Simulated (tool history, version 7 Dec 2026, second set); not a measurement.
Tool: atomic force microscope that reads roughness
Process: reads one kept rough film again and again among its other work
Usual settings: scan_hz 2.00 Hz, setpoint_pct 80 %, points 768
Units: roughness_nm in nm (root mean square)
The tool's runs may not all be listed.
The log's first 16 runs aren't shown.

run 17 hour=311.1 | scan_hz=2.00 setpoint_pct=80 points=768 | roughness_nm=2.350
-- hour=318.2 new tip fitted
run 18 hour=333.7 | scan_hz=2.00 setpoint_pct=80 points=783 | roughness_nm=2.384
run 19 hour=352.8 | scan_hz=2.27 setpoint_pct=78 points=792 | roughness_nm=2.347
run 20 hour=371.8 | scan_hz=1.33 setpoint_pct=67 points=943 | roughness_nm=2.642
run 21 hour=387.6 | scan_hz=0.62 setpoint_pct=58 points=368 | roughness_nm=2.728
-- hour=392.0 new tip fitted
run 22 hour=406.2 | scan_hz=1.40 setpoint_pct=77 points=309 | roughness_nm=2.533
run 23 hour=423.3 | scan_hz=2.16 setpoint_pct=77 points=302 | roughness_nm=2.371
run 24 hour=437.1 | scan_hz=1.46 setpoint_pct=64 points=833 | roughness_nm=2.645
run 25 hour=455.9 | scan_hz=1.58 setpoint_pct=80 points=985 | roughness_nm=2.430
-- hour=465.4 new tip fitted
run 26 hour=471.3 | scan_hz=2.73 setpoint_pct=80 points=836 | roughness_nm=2.225
run 27 hour=486.7 | scan_hz=3.32 setpoint_pct=78 points=326 | roughness_nm=2.155
run 28 hour=509.3 | scan_hz=3.32 setpoint_pct=67 points=326 | roughness_nm=2.402
run 29 hour=522.5 | scan_hz=2.00 setpoint_pct=60 points=362 | roughness_nm=2.623
run 30 hour=535.9 | scan_hz=2.00 setpoint_pct=60 points=362 | roughness_nm=2.636
-- hour=538.5 new tip fitted
run 31 hour=558.6 | scan_hz=1.81 setpoint_pct=61 points=362 | roughness_nm=2.657
run 32 hour=578.9 | scan_hz=3.87 setpoint_pct=73 points=447 | roughness_nm=2.226
run 33 hour=598.6 | scan_hz=3.87 setpoint_pct=73 points=447 | roughness_nm=2.233
-- hour=611.4 new tip fitted
run 34 hour=617.1 | scan_hz=3.36 setpoint_pct=55 points=721 | roughness_nm=2.621
run 35 hour=635.9 | scan_hz=2.72 setpoint_pct=80 points=518 | roughness_nm=2.232

4 ways to go on from here, each from the tool as it stands after run 35. What would each give?
run A hour=648.6 | scan_hz=0.58 setpoint_pct=60 points=518 | roughness_nm=?
run B hour=648.6 | scan_hz=1.53 setpoint_pct=80 points=662 | roughness_nm=?
run C hour=648.6 | scan_hz=2.18 setpoint_pct=80 points=962 | roughness_nm=?
run D hour=648.6 | scan_hz=2.72 setpoint_pct=80 points=381 | roughness_nm=?

run=A roughness_nm=2.765
run=B roughness_nm=2.461
run=C roughness_nm=2.314
run=D roughness_nm=2.234
Without the tool's hidden state the same runs would have given:
run=A roughness_nm=2.767
run=B roughness_nm=2.463
run=C roughness_nm=2.315
run=D roughness_nm=2.235

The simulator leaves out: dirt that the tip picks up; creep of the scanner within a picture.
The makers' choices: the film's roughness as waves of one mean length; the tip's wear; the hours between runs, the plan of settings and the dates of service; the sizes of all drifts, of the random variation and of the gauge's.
